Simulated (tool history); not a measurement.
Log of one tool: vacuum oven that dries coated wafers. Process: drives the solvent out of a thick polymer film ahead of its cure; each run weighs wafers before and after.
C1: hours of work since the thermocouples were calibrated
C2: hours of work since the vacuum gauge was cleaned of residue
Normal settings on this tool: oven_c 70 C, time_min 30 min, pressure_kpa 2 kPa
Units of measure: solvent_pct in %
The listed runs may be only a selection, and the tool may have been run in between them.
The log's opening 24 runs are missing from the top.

run 25 hour=219.2 | oven_c=71 time_min=37 pressure_kpa=3.29 | C1=56 C2=648 | solvent_pct=3.69
run 26 hour=230 | oven_c=68 time_min=46 pressure_kpa=1.07 | C1=62 C2=654 | solvent_pct=2.82
run 27 hour=242 | oven_c=74 time_min=26 pressure_kpa=7.86 | C1=69 C2=661 | solvent_pct=5.78
run 28 hour=247.5 | oven_c=62 time_min=16 pressure_kpa=2.51 | C1=72 C2=664 | solvent_pct=12.24
run 29 hour=259.5 | oven_c=62 time_min=16 pressure_kpa=2.51 | C1=79 C2=671 | solvent_pct=12.3
run 30 hour=267.8 | oven_c=76 time_min=24 pressure_kpa=1.62 | C1=84 C2=676 | solvent_pct=4.2
run 31 hour=273.5 | oven_c=67 time_min=19 pressure_kpa=2.43 | C1=87 C2=679 | solvent_pct=9.27
run 32 hour=281 | oven_c=70 time_min=38 pressure_kpa=2 | C1=91 C2=683 | solvent_pct=3.54
run 33 hour=290.3 | oven_c=70 time_min=38 pressure_kpa=2 | C1=97 C2=689 | solvent_pct=3.52
run 34 hour=297.9 | oven_c=70 time_min=16 pressure_kpa=7.85 | C1=101 C2=693 | solvent_pct=10.45
run 35 hour=307.2 | oven_c=70 time_min=16 pressure_kpa=7.85 | C1=106 C2=698 | solvent_pct=10.45
run 36 hour=316.4 | oven_c=76 time_min=15 pressure_kpa=7.85 | C1=112 C2=704 | solvent_pct=8.28

Forecast each of these 4 alternatives for the next run:
run A hour=326.8 | oven_c=70 time_min=30 pressure_kpa=2.99 | C1=118 C2=710 | solvent_pct=?
run B hour=326.8 | oven_c=67 time_min=30 pressure_kpa=2 | C1=118 C2=710 | solvent_pct=?
run C hour=326.8 | oven_c=76 time_min=23 pressure_kpa=2.05 | C1=118 C2=710 | solvent_pct=?
run D hour=326.8 | oven_c=59 time_min=30 pressure_kpa=1.95 | C1=118 C2=710 | solvent_pct=?

run=A solvent_pct=5.21
run=B solvent_pct=6.06
run=C solvent_pct=4.43
run=D solvent_pct=9.3
Stripped of hidden state, with their random variation kept, the same runs would have yielded:
run=A solvent_pct=5.23
run=B solvent_pct=6.09
run=C solvent_pct=4.46
run=D solvent_pct=9.32
